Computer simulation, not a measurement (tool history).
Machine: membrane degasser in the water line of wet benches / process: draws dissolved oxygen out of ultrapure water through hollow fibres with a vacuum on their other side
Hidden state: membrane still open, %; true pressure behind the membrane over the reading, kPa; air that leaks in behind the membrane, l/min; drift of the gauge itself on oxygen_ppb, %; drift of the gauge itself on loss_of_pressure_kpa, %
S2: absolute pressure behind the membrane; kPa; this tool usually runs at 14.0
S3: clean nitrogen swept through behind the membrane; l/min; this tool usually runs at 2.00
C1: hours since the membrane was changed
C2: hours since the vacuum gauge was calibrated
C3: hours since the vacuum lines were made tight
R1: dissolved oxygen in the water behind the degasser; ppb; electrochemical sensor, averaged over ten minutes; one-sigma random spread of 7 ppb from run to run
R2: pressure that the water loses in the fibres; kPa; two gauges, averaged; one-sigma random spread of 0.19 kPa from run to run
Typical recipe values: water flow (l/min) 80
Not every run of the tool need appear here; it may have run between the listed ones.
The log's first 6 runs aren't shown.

run 7 hour=919.6 | water_flow_(l/min)=80 S2=14.0 S3=5.03 | C1=3874 C2=852 C3=599 | R1=416.1 R2=42.64
run 8 hour=1026.5 | water_flow_(l/min)=80 S2=14.0 S3=5.03 | C1=3981 C2=959 C3=706 | R1=418.2 R2=42.60
run 9 hour=1196.8 | water_flow_(l/min)=80 S2=14.0 S3=2.00 | C1=4151 C2=1129 C3=876 | R1=836.3 R2=42.47
run 10 hour=1414.5 | water_flow_(l/min)=80 S2=14.0 S3=2.00 | C1=4369 C2=1347 C3=1094 | R1=837.8 R2=42.60
run 11 hour=1609.4 | water_flow_(l/min)=80 S2=14.0 S3=2.00 | C1=4564 C2=1542 C3=1289 | R1=841.2 R2=42.49
run 12 hour=1825.1 | water_flow_(l/min)=80 S2=14.0 S3=2.00 | C1=4780 C2=1758 C3=1504 | R1=854.1 R2=42.79
run 13 hour=1969.4 | water_flow_(l/min)=80 S2=14.0 S3=2.00 | C1=4924 C2=1902 C3=1649 | R1=833.4 R2=42.74
run 14 hour=2087.1 | water_flow_(l/min)=80 S2=14.0 S3=2.00 | C1=5042 C2=2020 C3=1766 | R1=841.1 R2=42.54
run 15 hour=2318.0 | water_flow_(l/min)=80 S2=14.0 S3=3.11 | C1=5273 C2=2251 C3=1997 | R1=619.0 R2=43.18
run 16 hour=2473.9 | water_flow_(l/min)=80 S2=14.0 S3=3.11 | C1=5429 C2=2407 C3=2153 | R1=618.7 R2=43.16
run 17 hour=2620.9 | water_flow_(l/min)=80 S2=9.1 S3=2.00 | C1=5576 C2=2553 C3=2300 | R1=514.0 R2=42.75
run 18 hour=2758.4 | water_flow_(l/min)=61 S2=10.3 S3=3.31 | C1=5713 C2=2691 C3=2438 | R1=311.3 R2=32.92
run 19 hour=2936.8 | water_flow_(l/min)=51 S2=10.0 S3=1.04 | C1=5891 C2=2869 C3=2616 | R1=637.3 R2=27.89
run 20 hour=3050.1 | water_flow_(l/min)=126 S2=14.3 S3=2.00 | C1=6005 C2=2983 C3=2729 | R1=1346.5 R2=68.35
-- hour=3123.3 seals of the vacuum lines changed
run 21 hour=3253.0 | water_flow_(l/min)=126 S2=14.3 S3=3.52 | C1=6206 C2=3184 C3=130 | R1=971.5 R2=67.91
run 22 hour=3392.4 | water_flow_(l/min)=59 S2=33.8 S3=2.00 | C1=6345 C2=3323 C3=269 | R1=1603.6 R2=32.08
run 23 hour=3568.1 | water_flow_(l/min)=124 S2=12.7 S3=5.50 | C1=6521 C2=3499 C3=445 | R1=670.2 R2=67.33
run 24 hour=3679.9 | water_flow_(l/min)=79 S2=14.0 S3=2.00 | C1=6633 C2=3611 C3=557 | R1=850.3 R2=43.18
run 25 hour=3811.3 | water_flow_(l/min)=79 S2=10.4 S3=3.36 | C1=6764 C2=3742 C3=688 | R1=419.6 R2=43.15
run 26 hour=3965.0 | water_flow_(l/min)=113 S2=28.0 S3=2.00 | C1=6918 C2=3896 C3=842 | R1=2215.2 R2=61.59
run 27 hour=4154.2 | water_flow_(l/min)=113 S2=28.0 S3=2.00 | C1=7107 C2=4085 C3=1031 | R1=2213.7 R2=61.81
run 28 hour=4250.8 | water_flow_(l/min)=113 S2=28.0 S3=2.00 | C1=7203 C2=4181 C3=1128 | R1=2205.2 R2=61.55
run 29 hour=4412.4 | water_flow_(l/min)=80 S2=10.3 S3=4.35 | C1=7365 C2=4343 C3=1289 | R1=352.7 R2=44.17
run 30 hour=4570.7 | water_flow_(l/min)=80 S2=10.3 S3=4.35 | C1=7523 C2=4501 C3=1447 | R1=352.5 R2=44.20
run 31 hour=4749.7 | water_flow_(l/min)=80 S2=12.3 S3=2.00 | C1=7702 C2=4680 C3=1626 | R1=762.7 R2=44.06

Alternative continuations, all from the tool just after run 31; predict every row:
run A hour=4866.2 | water_flow_(l/min)=80 S2=14.0 S3=1.66 | C1=7819 C2=4797 C3=1743 | R1=? R2=?
run B hour=4866.2 | water_flow_(l/min)=112 S2=12.7 S3=3.67 | C1=7819 C2=4797 C3=1743 | R1=? R2=?
run C hour=4866.2 | water_flow_(l/min)=62 S2=9.1 S3=2.00 | C1=7819 C2=4797 C3=1743 | R1=? R2=?
run D hour=4866.2 | water_flow_(l/min)=49 S2=14.0 S3=2.81 | C1=7819 C2=4797 C3=1743 | R1=? R2=?
run E hour=4866.2 | water_flow_(l/min)=52 S2=14.0 S3=2.00 | C1=7819 C2=4797 C3=1743 | R1=? R2=?

run=A R1=987.4 R2=44.25
run=B R1=751.2 R2=61.93
run=C R1=411.9 R2=34.22
run=D R1=428.0 R2=27.19
run=E R1=596.0 R2=28.58
With no hidden state in the tool, these same runs would have given:
run=A R1=939.6 R2=41.23
run=B R1=688.0 R2=57.68
run=C R1=378.9 R2=31.88
run=D R1=409.4 R2=25.32
run=E R1=570.8 R2=26.61
